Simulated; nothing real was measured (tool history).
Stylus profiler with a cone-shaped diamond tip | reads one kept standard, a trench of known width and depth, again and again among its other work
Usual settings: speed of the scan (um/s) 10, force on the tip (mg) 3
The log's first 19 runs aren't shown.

run	hour	speed of the scan (um/s)	force on the tip (mg)	scans with this tip	hours of work since the height scale was calibrated	depth of the trench (angstrom)	width of the trench's floor (um)
20	1261.4	5	6.23	19934	799	10236.8	13.24
21	1328.1	5	6.23	20347	841	10232.3	13.18
# hour 1380.4: new tip fitted, height scale calibrated
22	1403.6	20	5.45	143	15	10231.9	16.4
23	1443.7	3	1.38	391	40	10091	16.49
24	1495.5	3	1.38	711	73	10093.1	16.39
25	1579.7	3	1.38	1232	127	10092.1	16.29
26	1625.9	33	2.22	1518	156	10126.8	16.07
27	1716	10	1.57	2075	214	10093	16.04
28	1758.8	2	1.22	2340	241	10077.3	16.11
29	1821.4	15	6.66	2727	281	10261.7	15.98
30	1902.5	3	3.74	3228	332	10174.4	15.92
31	1983.4	3	3.74	3729	384	10175.2	15.8
32	2039.1	3	1.11	4073	419	10072.4	15.71
33	2123.4	16	4.82	4595	473	10207.2	15.54

5 ways to go on from here, each from the tool as it stands after run 33. What would each give?
A	2208.5	13	4.82	5121	527	?	?
B	2208.5	7	2.54	5121	527	?	?
C	2208.5	4	7.35	5121	527	?	?
D	2208.5	16	1.52	5121	527	?	?
E	2208.5	12	7.5	5121	527	?	?

run	depth of the trench (angstrom)	width of the trench's floor (um)
A	10205.6	15.43
B	10131.9	15.52
C	10276.5	15.51
D	10087.8	15.46
E	10277.2	15.5
Without the tool's hidden state the same runs would have given:
run	depth of the trench (angstrom)	width of the trench's floor (um)
A	10216.6	16.42
B	10142.8	16.51
C	10287.6	16.5
D	10098.7	16.45
E	10288.3	16.49
